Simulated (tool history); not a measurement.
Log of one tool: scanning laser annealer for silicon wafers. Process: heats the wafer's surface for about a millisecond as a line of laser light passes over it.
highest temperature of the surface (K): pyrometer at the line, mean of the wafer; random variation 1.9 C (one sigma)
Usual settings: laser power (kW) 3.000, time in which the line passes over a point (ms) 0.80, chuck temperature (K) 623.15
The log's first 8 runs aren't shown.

| run | hour | laser power (kW) | time in which the line passes over a point (ms) | chuck temperature (K) | hours of work since the window was cleaned | hours of work since the power meter was calibrated | hours of work since the optics were aligned | highest temperature of the surface (K) |
|---|---|---|---|---|---|---|---|---|
| 9 | 449.7 | 3.000 | 0.80 | 623.15 | 238 | 1666 | 668 | 1402.15 |
| 10 | 499.6 | 3.000 | 0.80 | 623.15 | 266 | 1694 | 696 | 1396.15 |
| 11 | 544.9 | 3.000 | 0.80 | 623.15 | 292 | 1720 | 722 | 1393.15 |
|  | 567.4 | window over the wafer cleaned |
| 12 | 587.2 | 3.000 | 0.80 | 623.15 | 11 | 1743 | 745 | 1432.15 |
| 13 | 650.2 | 3.000 | 0.80 | 623.15 | 47 | 1778 | 780 | 1427.15 |
| 14 | 711.6 | 3.000 | 0.80 | 623.15 | 82 | 1813 | 815 | 1418.15 |
| 15 | 750.6 | 3.000 | 0.80 | 623.15 | 104 | 1835 | 837 | 1421.15 |
| 16 | 793.3 | 3.000 | 0.80 | 623.15 | 128 | 1859 | 861 | 1412.15 |
| 17 | 855.7 | 3.000 | 0.80 | 623.15 | 163 | 1894 | 896 | 1404.15 |
| 18 | 891.8 | 2.627 | 0.80 | 623.15 | 183 | 1915 | 917 | 1312.15 |
|  | 927.3 | optics aligned, line set to its width |
| 19 | 927.8 | 3.000 | 0.80 | 623.15 | 201 | 1932 | 0 | 1410.15 |
| 20 | 995.0 | 3.000 | 0.80 | 623.15 | 239 | 1970 | 38 | 1406.15 |
| 21 | 1042.5 | 3.000 | 0.80 | 623.15 | 266 | 1997 | 65 | 1398.15 |
| 22 | 1102.2 | 3.000 | 0.80 | 599.15 | 299 | 2031 | 99 | 1373.15 |
|  | 1110.6 | window over the wafer cleaned |
| 23 | 1143.2 | 3.000 | 0.80 | 599.15 | 18 | 2053 | 121 | 1409.15 |
| 24 | 1194.3 | 3.000 | 0.80 | 599.15 | 47 | 2082 | 150 | 1408.15 |
| 25 | 1255.6 | 3.000 | 0.80 | 599.15 | 82 | 2117 | 184 | 1400.15 |
| 26 | 1297.5 | 3.174 | 0.80 | 623.15 | 106 | 2140 | 208 | 1463.15 |

The next listed run, before its measurement:
| 27 | 1351.2 | 3.174 | 0.80 | 623.15 | 136 | 2171 | 238 | ? |

Run 27 gave highest temperature of the surface (K) 1462.15.
Without the tool's hidden state the same run would have given highest temperature of the surface (K) 1493.15.
